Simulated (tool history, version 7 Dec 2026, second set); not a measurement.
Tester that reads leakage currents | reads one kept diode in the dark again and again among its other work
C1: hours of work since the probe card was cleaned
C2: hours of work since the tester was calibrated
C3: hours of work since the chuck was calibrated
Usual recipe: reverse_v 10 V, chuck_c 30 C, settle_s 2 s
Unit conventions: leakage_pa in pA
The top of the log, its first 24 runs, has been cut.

Run 25, hour 1268.2: usual settings but reverse_v 3.2 V, settle_s 0.88 s; C1 2053; C2 1256; C3 111. Result: leakage_pa 87.57 pA.
Run 26, hour 1336.8: usual settings but reverse_v 3.7 V, chuck_c 46 C; C1 2086; C2 1288; C3 143. Result: leakage_pa 267.97 pA.
Run 27, hour 1398.4: usual settings but reverse_v 3.7 V, chuck_c 46 C; C1 2115; C2 1317; C3 172. Result: leakage_pa 267.4 pA.
Run 28, hour 1433.2: usual settings but reverse_v 5.3 V, chuck_c 24 C, settle_s 0.44 s; C1 2131; C2 1334; C3 188. Result: leakage_pa 78.42 pA.
Run 29, hour 1505.5: usual settings but reverse_v 5.3 V, chuck_c 24 C, settle_s 0.44 s; C1 2165; C2 1368; C3 223. Result: leakage_pa 78.84 pA.
Run 30, hour 1552: usual settings but reverse_v 5.8 V, chuck_c 45 C, settle_s 3.53 s; C1 2187; C2 1390; C3 244. Result: leakage_pa 307.78 pA.
Run 31, hour 1595.2: usual settings but reverse_v 1.2 V, chuck_c 36 C, settle_s 1.62 s; C1 2208; C2 1410; C3 265. Result: leakage_pa 85.32 pA.
Run 32, hour 1647.2: usual settings but reverse_v 1.2 V, chuck_c 36 C, settle_s 1.62 s; C1 2232; C2 1435; C3 289. Result: leakage_pa 85.66 pA.
Run 33, hour 1685.8: usual settings but reverse_v 16.5 V, chuck_c 29 C, settle_s 2.45 s; C1 2250; C2 1453; C3 307. Result: leakage_pa 192.61 pA.
Run 34, hour 1738.6: usual settings but reverse_v 16.5 V, chuck_c 29 C, settle_s 2.45 s; C1 2275; C2 1478; C3 332. Result: leakage_pa 193.92 pA.
At hour 1759.5: probe card cleaned and baked.
Run 35, hour 1794: usual settings but reverse_v 16.5 V, chuck_c 29 C, settle_s 2.45 s; C1 16; C2 1502; C3 357. Result: leakage_pa 145.64 pA.
Run 36, hour 1860.6: usual settings but reverse_v 1.9 V, chuck_c 46 C; C1 48; C2 1534; C3 388. Result: leakage_pa 197.62 pA.
Run 37, hour 1928.5: usual settings but settle_s 1.8 s; C1 80; C2 1566; C3 420. Result: leakage_pa 128.9 pA.
Run 38, hour 1975.9: usual settings but settle_s 1.8 s; C1 102; C2 1588; C3 443. Result: leakage_pa 128.97 pA.
Run 39, hour 2044.7: usual settings but settle_s 0.63 s; C1 134; C2 1621; C3 475. Result: leakage_pa 131.58 pA.
Run 40, hour 2093.6: usual settings but settle_s 0.63 s; C1 157; C2 1644; C3 498. Result: leakage_pa 132.2 pA.

Below are 4 alternative next runs, each starting from the tool's condition after run 40. Predict each:
Run A, hour 2144.6: usual settings but chuck_c 42 C; C1 181; C2 1668; C3 522. Result: leakage_pa ?.
Run B, hour 2144.6: usual settings but reverse_v 5.9 V, chuck_c 21 C, settle_s 5.21 s; C1 181; C2 1668; C3 522. Result: leakage_pa ?.
Run C, hour 2144.6: usual settings but settle_s 2.79 s; C1 181; C2 1668; C3 522. Result: leakage_pa ?.
Run D, hour 2144.6: usual settings but reverse_v 5.1 V; C1 181; C2 1668; C3 522. Result: leakage_pa ?.

run  leakage_pa
  A      301.86
  B       53.49
  C      130.14
  D       98.62
Had the tool no hidden state, the same runs would have come out as:
run  leakage_pa
  A      295.74
  B       51.26
  C      125.94
  D       96.02

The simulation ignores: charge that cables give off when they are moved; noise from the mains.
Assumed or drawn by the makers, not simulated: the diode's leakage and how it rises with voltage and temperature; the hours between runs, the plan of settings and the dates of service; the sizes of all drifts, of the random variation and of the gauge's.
